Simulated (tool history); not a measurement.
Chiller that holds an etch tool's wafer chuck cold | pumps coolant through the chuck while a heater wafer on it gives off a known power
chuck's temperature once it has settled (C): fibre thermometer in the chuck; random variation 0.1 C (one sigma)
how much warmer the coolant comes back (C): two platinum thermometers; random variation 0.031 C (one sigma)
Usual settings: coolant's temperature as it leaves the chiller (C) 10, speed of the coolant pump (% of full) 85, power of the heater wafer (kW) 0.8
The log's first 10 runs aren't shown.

run,hour,coolant's temperature as it leaves the chiller (C),speed of the coolant pump (% of full),power of the heater wafer (kW),hours since the coolant was changed and the channels were flushed,hours since the pump was overhauled,hours since the chiller's thermometer was calibrated,chuck's temperature once it has settled (C),how much warmer the coolant comes back (C)
11,668.9,10,85,0.946,1197,2485,669,17.7,3.06
12,717.6,10,71,0.8,1246,2534,718,17.2,3.12
13,788.4,10,85,0.484,1316,2605,788,13.9,1.5
# hour 815.3: gauge calibrated
14,861.5,7,85,0.8,1390,2678,861,13.6,2.72
15,919.1,10,85,0.638,1447,2736,919,15.1,2.18
16,997.8,10,85,0.8,1526,2814,998,16.5,2.67
17,1037.4,10,81,0.581,1565,2854,1037,14.6,2.1
18,1087.4,10,95,0.789,1615,2904,1087,16.1,2.36
19,1138.9,7,85,0.8,1667,2955,1139,13.6,2.66
20,1177.8,7,85,0.8,1706,2994,1178,13.5,2.69
21,1216.5,3,96,0.889,1745,3033,1216,9.6,2.57
22,1271.9,15,87,0.479,1800,3088,1272,18.9,1.5
23,1352.8,10,85,0.652,1881,3169,1353,15.4,2.12
24,1419.2,10,88,0.456,1947,3236,1419,13.5,1.36
25,1498.9,10,95,0.8,2027,3316,1499,15.9,2.24
26,1563.1,10,95,0.8,2091,3380,1563,16,2.28
27,1628.6,10,95,0.8,2157,3445,1629,16,2.25
28,1679.6,15,85,0.8,2208,3496,1680,21.5,2.53
29,1754,13,68,0.953,2282,3571,1754,21.9,3.91
30,1812.2,13,68,0.953,2340,3629,1812,21.9,3.95
31,1893.9,13,62,0.504,2422,3711,1894,18,2.18

Forecast each of these 4 alternatives for the next run:
A,1972.2,10,69,1.044,2500,3789,1972,?,?
B,1972.2,13,83,0.504,2500,3789,1972,?,?
C,1972.2,13,84,1.128,2500,3789,1972,?,?
D,1972.2,10,89,0.881,2500,3789,1972,?,?

run,chuck's temperature once it has settled (C),how much warmer the coolant comes back (C)
A,19.6,4.16
B,17.1,1.54
C,22.2,3.66
D,16.9,2.63
Without the tool's hidden state the same runs would have given:
run,chuck's temperature once it has settled (C),how much warmer the coolant comes back (C)
A,19.6,4.39
B,17,1.78
C,22.2,3.89
D,16.9,2.86
